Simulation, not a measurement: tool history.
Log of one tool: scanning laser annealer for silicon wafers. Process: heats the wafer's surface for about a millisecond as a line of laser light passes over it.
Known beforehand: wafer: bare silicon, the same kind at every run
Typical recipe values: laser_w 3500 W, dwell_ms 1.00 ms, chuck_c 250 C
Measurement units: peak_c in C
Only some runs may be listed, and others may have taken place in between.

run    hour  laser_w  dwell_ms  chuck_c  peak_c
  1     0.0     3500      1.00      250     987
  2    46.1     3500      1.00      250     981
  3    81.5     3500      1.00      250     979
  4   103.0     3500      1.07      250     998
  5   139.0     3500      1.00      250     973
  6   187.4     3500      1.00      250     971
  7   223.3     3500      1.00      250     970
  8   247.1     3500      1.00      250     965
  9   282.3     3500      1.00      250     962
 10   327.3     3500      1.00      250     960
 11   375.2     3500      1.00      250     959
 12   401.8     3500      1.00      250     958
 13   441.6     3500      0.94      250     930
 14   477.2     3500      0.94      250     931
 15   508.2     3500      0.94      250     927
 16   539.5     3500      1.11      250     975
 17   565.9     3420      1.00      250     926
 18   600.0     3500      1.00      250     941
 19   623.7     3500      1.00      250     939
      643.0  -- window over the wafer cleaned
 20   669.6     3500      1.00      250     979
 21   692.1     3500      1.00      250     975
 22   718.8     3577      1.00      250     994
 23   740.9     3297      0.77      265     863
 24   789.5     3297      0.77      265     858
 25   830.5     3297      0.77      265     857
 26   859.5     3534      1.07      229     971
 27   900.5     3011      1.01      250     848
 28   928.8     3047      0.95      250     837
 29   977.1     3047      0.95      250     835
 30  1006.9     3247      1.09      233     900
 31  1047.6     3247      1.09      233     896
 32  1084.9     3252      1.00      250     888
 33  1123.5     3500      1.00      218     911
 34  1148.0     3163      1.17      222     879
 35  1187.7     3163      0.85      239     807
 36  1227.9     3667      0.83      274     942
 37  1258.8     3500      1.00      269     955
     1286.7  -- window over the wafer cleaned
 38  1286.8     3500      1.09      269    1017
 39  1313.0     3487      1.00      289    1008
 40  1353.0     3487      1.00      289    1002
 41  1373.1     3124      1.03      271     906
 42  1393.9     3465      0.77      247     873

Branching from run 42: 3 alternative next runs. What would each branch give?
  A  1420.4     3299      1.00      250       ?
  B  1420.4     3719      1.00      250       ?
  C  1420.4     3500      0.97      212       ?

run  peak_c
  A     913
  B    1015
  C     914
Had the tool no hidden state, the same runs would have come out as:
run  peak_c
  A     933
  B    1038
  C     935
